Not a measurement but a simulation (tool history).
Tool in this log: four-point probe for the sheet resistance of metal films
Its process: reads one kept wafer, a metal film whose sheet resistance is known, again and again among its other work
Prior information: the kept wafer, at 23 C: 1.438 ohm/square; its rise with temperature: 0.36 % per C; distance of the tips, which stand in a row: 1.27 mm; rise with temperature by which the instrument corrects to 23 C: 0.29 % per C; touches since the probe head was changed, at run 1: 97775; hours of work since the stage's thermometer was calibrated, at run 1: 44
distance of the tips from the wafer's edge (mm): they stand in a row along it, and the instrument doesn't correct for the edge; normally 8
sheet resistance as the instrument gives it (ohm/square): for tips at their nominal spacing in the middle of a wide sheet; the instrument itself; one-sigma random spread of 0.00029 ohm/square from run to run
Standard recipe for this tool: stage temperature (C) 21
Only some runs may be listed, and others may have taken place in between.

run	day	stage temperature (C)	distance of the tips from the wafer's edge (mm)	touches since the probe head was changed	hours of work since the stage's thermometer was calibrated	sheet resistance as the instrument gives it (ohm/square)
1	0.000	21	8	97775	44	1.446846
2	0.679	21	8	98711	55	1.447515
3	1.833	21	8	100305	73	1.446706
4	2.654	21	8	101434	86	1.447079
5	3.521	21	23	102631	100	1.429542
6	4.579	21	7	104094	117	1.451924
7	5.767	24	7	105732	136	1.455639
8	6.833	24	7	107198	153	1.455395
9	7.946	21	8	108735	171	1.446194
10	8.704	21	8	109779	183	1.445782
11	9.829	21	8	111333	201	1.445474
12	10.571	21	8	112355	213	1.445905
13	11.088	21	8	113071	221	1.445020
14	12.054	26	8	114400	237	1.450700
15	13.300	26	8	116121	257	1.450102
16	14.150	26	8	117292	270	1.450677
17	14.750	26	8	118120	280	1.450831
18	15.338	26	31	118933	289	1.432609
19	15.900	26	31	119706	298	1.432283
20	16.854	26	31	121023	313	1.432486
21	18.117	21	8	122766	334	1.444076
22	19.104	21	8	124130	349	1.444031
# day 19.342: new probe head fitted
23	20.408	21	8	1469	370	1.455453
24	21.142	25	3	2482	381	1.566650
25	22.304	25	3	4086	400	1.565475
26	23.142	25	3	5238	413	1.565963
27	24.238	21	3	6749	431	1.561073
28	25.312	21	3	8237	448	1.560693
29	25.842	21	3	8967	456	1.560815
30	27.125	29	5	10733	477	1.492814
31	28.192	31	3	12204	494	1.572213
32	29.075	31	3	13427	508	1.571761
33	29.896	25	11	14558	521	1.448946
34	30.446	21	5	15316	530	1.482576
35	31.204	25	5	16361	542	1.487227
36	32.242	21	4	17790	559	1.507884
37	33.275	25	45	19215	575	1.439353
38	34.071	25	29	20313	588	1.439784
39	34.696	32	64	21176	598	1.445944
40	35.854	30	33	22778	616	1.445000
41	36.921	27	15	24247	633	1.445681
42	38.033	22	15	25784	651	1.440021
43	38.875	28	4	26942	665	1.515351
44	39.496	27	8	27801	675	1.459031
45	40.046	19	42	28559	683	1.431389
46	41.204	23	3	30153	702	1.560293

A few steps of sheet resistance as the instrument gives it (ohm/square) between consecutive runs. Split each: what settings, incoming material and random variation would produce without the hidden state, and what is left over for the hidden state, along with gauge scatter present in only one of the two compared results (measured, and without hidden state):
Hidden state present: inner tips' distance over the nominal, %; tips' flats over new ones', %; wafer's true temperature over the reading, C; drift of the gauge itself on sheet_ohm, %.
Run 5 -> 6: distance of the tips from the wafer's edge (mm) 23 -> 7. sheet resistance as the instrument gives it (ohm/square) +0.022382: hidden state -0.000296, all else +0.022678.
Run 22 -> 23: new probe head fitted. sheet resistance as the instrument gives it (ohm/square) +0.011422: hidden state +0.011210, all else +0.000212.
Run 23 -> 24: stage temperature (C) 21 -> 25, distance of the tips from the wafer's edge (mm) 8 -> 3. sheet resistance as the instrument gives it (ohm/square) +0.111197: hidden state -0.000100, all else +0.111297.
Run 32 -> 33: stage temperature (C) 31 -> 25, distance of the tips from the wafer's edge (mm) 3 -> 11. sheet resistance as the instrument gives it (ohm/square) -0.122815: hidden state -0.000042, all else -0.122773.
Run 45 -> 46: stage temperature (C) 19 -> 23, distance of the tips from the wafer's edge (mm) 42 -> 3. sheet resistance as the instrument gives it (ohm/square) +0.128904: hidden state -0.000419, all else +0.129323.
